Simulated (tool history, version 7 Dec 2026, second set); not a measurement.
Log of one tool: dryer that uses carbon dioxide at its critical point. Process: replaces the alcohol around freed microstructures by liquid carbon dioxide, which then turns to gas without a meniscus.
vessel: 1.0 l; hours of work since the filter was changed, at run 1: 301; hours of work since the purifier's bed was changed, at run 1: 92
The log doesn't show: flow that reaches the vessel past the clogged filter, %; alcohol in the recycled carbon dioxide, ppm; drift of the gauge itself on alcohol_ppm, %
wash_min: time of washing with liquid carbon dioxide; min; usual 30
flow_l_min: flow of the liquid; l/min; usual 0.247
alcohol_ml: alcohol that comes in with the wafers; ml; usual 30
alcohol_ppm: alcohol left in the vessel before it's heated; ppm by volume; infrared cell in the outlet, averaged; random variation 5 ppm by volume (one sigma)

run,hour,wash_min,flow_l_min,alcohol_ml,hours of work since the filter was changed,hours of work since the purifier's bed was changed,alcohol_ppm
1,0,30,0.247,30,301,92,95
2,5.5,30,0.247,28,303,94,77
3,11,30,0.247,30,306,97,93
4,22.5,45,0.247,30,311,101,23
5,31.9,22,0.247,30,315,105,379
6,40.1,22,0.247,30,318,109,370
7,46.1,30,0.247,30,321,111,93
8,51.1,30,0.247,30,323,113,100
9,57.8,30,0.247,30,325,116,89
10,62.5,30,0.267,30,327,118,70
11,70.7,30,0.267,30,331,122,64
12,75.5,30,0.267,30,333,124,74
13,86.6,30,0.267,30,338,128,54
14,93.7,30,0.267,30,341,131,80
15,100.3,30,0.266,20,343,134,55
16,105.7,41,0.266,20,346,136,36

Run 17 comes next. What will it give?
17,110.4,30,0.247,58,348,138,?

Run 17 gave alcohol_ppm 181 ppm by volume.
Without the tool's hidden state the same run would have given alcohol_ppm 65 ppm by volume.

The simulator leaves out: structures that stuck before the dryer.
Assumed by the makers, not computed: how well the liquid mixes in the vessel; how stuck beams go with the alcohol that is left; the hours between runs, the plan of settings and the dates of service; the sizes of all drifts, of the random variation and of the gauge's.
